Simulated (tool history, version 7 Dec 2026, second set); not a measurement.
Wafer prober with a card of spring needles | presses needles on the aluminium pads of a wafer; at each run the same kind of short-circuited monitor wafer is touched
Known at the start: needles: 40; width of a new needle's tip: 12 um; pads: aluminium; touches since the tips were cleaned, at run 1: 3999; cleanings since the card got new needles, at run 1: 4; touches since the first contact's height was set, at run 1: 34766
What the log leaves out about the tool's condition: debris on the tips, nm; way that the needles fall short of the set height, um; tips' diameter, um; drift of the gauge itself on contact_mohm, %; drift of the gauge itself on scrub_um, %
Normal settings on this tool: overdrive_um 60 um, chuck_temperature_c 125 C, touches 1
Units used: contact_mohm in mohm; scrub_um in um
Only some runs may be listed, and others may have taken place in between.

run	hour	overdrive_um	chuck_temperature_c	touches	touches since the tips were cleaned	cleanings since the card got new needles	touches since the first contact's height was set	contact_mohm	scrub_um
1	0.0	60	125	1	3999	4	34766	178	7.87
# hour 11.0: tips cleaned on abrasive film
2	24.0	60	125	1	4133	5	42357	180	7.87
# hour 33.9: tips cleaned on abrasive film
3	42.9	54	125	1	2829	6	48295	183	7.05
# hour 57.9: tips cleaned on abrasive film
4	72.0	60	125	1	4479	7	57508	182	7.81
# hour 82.5: tips cleaned on abrasive film
5	93.1	60	125	1	3386	8	64172	178	7.80
# hour 107.7: tips cleaned on abrasive film
6	119.1	60	125	2	3596	9	72365	159	7.79
# hour 130.7: tips cleaned on abrasive film
7	146.6	60	125	2	5028	10	81053	162	7.79
# hour 154.2: tips cleaned on abrasive film
# hour 171.0: height of the first contact set anew
8	175.2	60	125	1	6576	11	1327	189	7.92
# hour 179.8: tips cleaned on abrasive film
9	191.3	60	125	1	3632	12	6381	175	7.90
# hour 203.3: tips cleaned on abrasive film
10	211.9	60	125	1	2715	13	12887	176	7.90
# hour 228.3: tips cleaned on abrasive film
11	239.2	60	125	1	3462	14	21523	179	7.88
# hour 252.7: tips cleaned on abrasive film
12	253.1	60	125	1	132	15	25909	134	7.85
13	268.1	60	125	1	4884	15	30661	186	7.84
# hour 276.1: tips cleaned on abrasive film
14	286.3	60	125	1	3258	16	36401	173	7.84
# hour 300.1: tips cleaned on abrasive film
15	311.0	60	125	1	3455	17	44191	178	7.85
# hour 324.1: tips cleaned on abrasive film
16	333.2	48	125	1	2879	18	51188	195	6.25
# hour 347.3: tips cleaned on abrasive film
17	359.8	53	125	1	3950	19	59594	192	6.90
# hour 371.0: tips cleaned on abrasive film
18	375.6	60	90	1	1462	20	64592	160	7.80
# hour 394.1: tips cleaned on abrasive film
19	396.0	43	66	2	613	21	71027	146	5.54
20	415.4	43	66	2	6745	21	77159	189	5.54
# hour 417.9: tips cleaned on abrasive film
21	429.5	60	90	2	3691	22	81618	154	7.78
# hour 441.0: tips cleaned on abrasive film
22	448.0	60	90	2	2225	23	87453	150	7.77
# hour 451.9: height of the first contact set anew
# hour 464.9: tips cleaned on abrasive film
23	465.1	66	44	2	75	24	4164	121	8.68
# hour 489.4: tips cleaned on abrasive film
24	494.5	66	44	2	1614	25	13433	137	8.68
25	509.7	56	69	2	6463	25	18282	165	7.36
# hour 512.5: tips cleaned on abrasive film
# hour 536.2: tips cleaned on abrasive film
26	536.5	56	69	2	67	27	26685	130	7.35
27	549.4	56	69	2	4170	27	30788	162	7.32
# hour 559.6: tips cleaned on abrasive film
28	569.0	41	125	2	2975	28	36973	185	5.36
# hour 583.3: tips cleaned on abrasive film
29	584.3	60	109	1	317	29	41791	136	7.84
30	604.9	60	109	1	6866	29	48340	188	7.86
# hour 606.6: tips cleaned on abrasive film
31	621.2	60	109	1	4637	30	53476	182	7.83
# hour 631.0: tips cleaned on abrasive film
32	641.5	62	64	1	3348	31	59873	173	8.11

Alternative continuations, all from the tool just after run 32; predict every row:
# hour 654.1: tips cleaned on abrasive film
A	660.7	54	64	1	2100	32	65930	?	?
# hour 654.1: tips cleaned on abrasive film
B	660.7	45	48	1	2100	32	65930	?	?
# hour 654.1: tips cleaned on abrasive film
C	660.7	56	74	1	2100	32	65930	?	?

run	contact_mohm	scrub_um
A	168	7.02
B	187	5.81
C	167	7.28
Take away the tool's hidden state, keep each run's random variation, and the runs would have read:
run	contact_mohm	scrub_um
A	121	7.12
B	123	5.91
C	123	7.38
